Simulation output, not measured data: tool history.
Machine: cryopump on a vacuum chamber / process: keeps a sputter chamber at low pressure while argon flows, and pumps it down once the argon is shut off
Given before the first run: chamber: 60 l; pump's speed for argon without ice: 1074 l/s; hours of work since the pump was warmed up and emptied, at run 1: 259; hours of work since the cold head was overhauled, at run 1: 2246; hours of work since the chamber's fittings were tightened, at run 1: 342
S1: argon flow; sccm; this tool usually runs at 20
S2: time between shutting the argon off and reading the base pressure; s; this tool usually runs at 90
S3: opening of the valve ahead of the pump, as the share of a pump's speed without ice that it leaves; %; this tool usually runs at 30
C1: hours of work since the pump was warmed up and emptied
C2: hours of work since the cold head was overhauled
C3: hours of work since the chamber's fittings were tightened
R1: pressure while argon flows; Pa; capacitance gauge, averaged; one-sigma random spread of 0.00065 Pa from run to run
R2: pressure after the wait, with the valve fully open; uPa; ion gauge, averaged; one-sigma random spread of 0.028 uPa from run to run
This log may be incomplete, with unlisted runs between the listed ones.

| run | hour | S1 | S2 | S3 | C1 | C2 | C3 | R1 | R2 |
|---|---|---|---|---|---|---|---|---|---|
| 1 | 0 | 20 | 90 | 30 | 259 | 2246 | 342 | 0.1128 | 1.96 |
| 2 | 75.5 | 20 | 90 | 30 | 322 | 2309 | 405 | 0.1154 | 2.22 |
|  | 99.9 | pump warmed up, emptied and cooled again |
| 3 | 150.6 | 20 | 90 | 30 | 42 | 2367 | 463 | 0.107 | 1.99 |
| 4 | 208.6 | 20 | 90 | 30 | 90 | 2415 | 511 | 0.1085 | 2.16 |
| 5 | 296.4 | 20 | 90 | 30 | 163 | 2488 | 584 | 0.1109 | 2.39 |
| 6 | 355.3 | 20 | 90 | 30 | 212 | 2537 | 633 | 0.1116 | 2.52 |
| 7 | 431.9 | 20 | 90 | 29 | 276 | 2600 | 696 | 0.1175 | 2.77 |
|  | 508.8 | pump warmed up, emptied and cooled again |
| 8 | 525.6 | 20 | 90 | 30 | 14 | 2674 | 770 | 0.1067 | 2.48 |
| 9 | 616.3 | 20 | 90 | 30 | 89 | 2749 | 845 | 0.1084 | 2.7 |
| 10 | 695.6 | 20 | 90 | 30 | 155 | 2815 | 911 | 0.1105 | 2.84 |
| 11 | 813.2 | 20 | 90 | 30 | 253 | 2913 | 1009 | 0.1149 | 3.28 |
| 12 | 897.4 | 20 | 90 | 30 | 323 | 2983 | 1078 | 0.1169 | 3.65 |
|  | 914.7 | pump warmed up, emptied and cooled again |
| 13 | 1022.3 | 20 | 90 | 30 | 89 | 3082 | 1178 | 0.108 | 3.24 |
| 14 | 1136.1 | 29 | 90 | 30 | 184 | 3176 | 1272 | 0.1601 | 3.58 |
| 15 | 1256.3 | 29 | 90 | 30 | 283 | 3276 | 1372 | 0.1672 | 4.06 |
|  | 1324.9 | pump warmed up, emptied and cooled again |
| 16 | 1386.8 | 29 | 90 | 30 | 51 | 3380 | 1476 | 0.1542 | 3.72 |
| 17 | 1502.8 | 29 | 90 | 30 | 148 | 3477 | 1573 | 0.1605 | 4.09 |
| 18 | 1576.5 | 16 | 53 | 51 | 209 | 3538 | 1634 | 0.0553 | 5.13 |
| 19 | 1640.8 | 16 | 53 | 51 | 262 | 3591 | 1687 | 0.0574 | 5.42 |
|  | 1666.4 | leaking fittings of the chamber tightened, without venting |
| 20 | 1717.7 | 16 | 107 | 32 | 324 | 3653 | 43 | 0.0888 | 1.37 |
|  | 1732 | pump warmed up, emptied and cooled again |
| 21 | 1826.9 | 16 | 107 | 32 | 79 | 3740 | 129 | 0.0815 | 1.43 |
| 22 | 1892.3 | 16 | 107 | 32 | 133 | 3794 | 183 | 0.0819 | 1.56 |
| 23 | 2013.7 | 16 | 107 | 32 | 234 | 3895 | 284 | 0.085 | 1.8 |
| 24 | 2123.1 | 11 | 90 | 30 | 325 | 3986 | 375 | 0.0637 | 2.17 |
|  | 2143 | pump warmed up, emptied and cooled again |
| 25 | 2200.5 | 11 | 90 | 30 | 48 | 4046 | 435 | 0.0598 | 2.08 |
| 26 | 2327.6 | 24 | 52 | 30 | 153 | 4151 | 541 | 0.133 | 3.16 |
| 27 | 2451.5 | 27 | 34 | 30 | 256 | 4254 | 643 | 0.1542 | 4.38 |
| 28 | 2515.9 | 12 | 90 | 23 | 309 | 4307 | 697 | 0.0886 | 2.79 |
|  | 2556.3 | pump warmed up, emptied and cooled again |
| 29 | 2640.3 | 12 | 90 | 23 | 70 | 4407 | 796 | 0.0845 | 2.67 |
| 30 | 2701.1 | 12 | 90 | 23 | 120 | 4457 | 846 | 0.0847 | 2.84 |
| 31 | 2825.9 | 12 | 90 | 23 | 224 | 4561 | 950 | 0.0877 | 3.27 |
| 32 | 2905.6 | 9 | 205 | 21 | 290 | 4627 | 1016 | 0.0722 | 2.88 |
|  | 2964.2 | pump warmed up, emptied and cooled again |
| 33 | 2992 | 9 | 36 | 21 | 23 | 4694 | 1084 | 0.0682 | 4.78 |
| 34 | 3099.6 | 34 | 36 | 42 | 112 | 4784 | 1173 | 0.1349 | 5.09 |

Forecast each of these 3 alternatives for the next run:
| A | 3227.3 | 34 | 36 | 22 | 218 | 4890 | 1279 | ? | ? |
| B | 3227.3 | 29 | 36 | 42 | 218 | 4890 | 1279 | ? | ? |
| C | 3227.3 | 31 | 170 | 30 | 218 | 4890 | 1279 | ? | ? |

| run | R1 | R2 |
|---|---|---|
| A | 0.2567 | 5.56 |
| B | 0.1211 | 5.48 |
| C | 0.1751 | 3.37 |
Without the tool's hidden state the same runs would have given:
| run | R1 | R2 |
|---|---|---|
| A | 0.2428 | 3 |
| B | 0.1091 | 2.96 |
| C | 0.1624 | 0.86 |

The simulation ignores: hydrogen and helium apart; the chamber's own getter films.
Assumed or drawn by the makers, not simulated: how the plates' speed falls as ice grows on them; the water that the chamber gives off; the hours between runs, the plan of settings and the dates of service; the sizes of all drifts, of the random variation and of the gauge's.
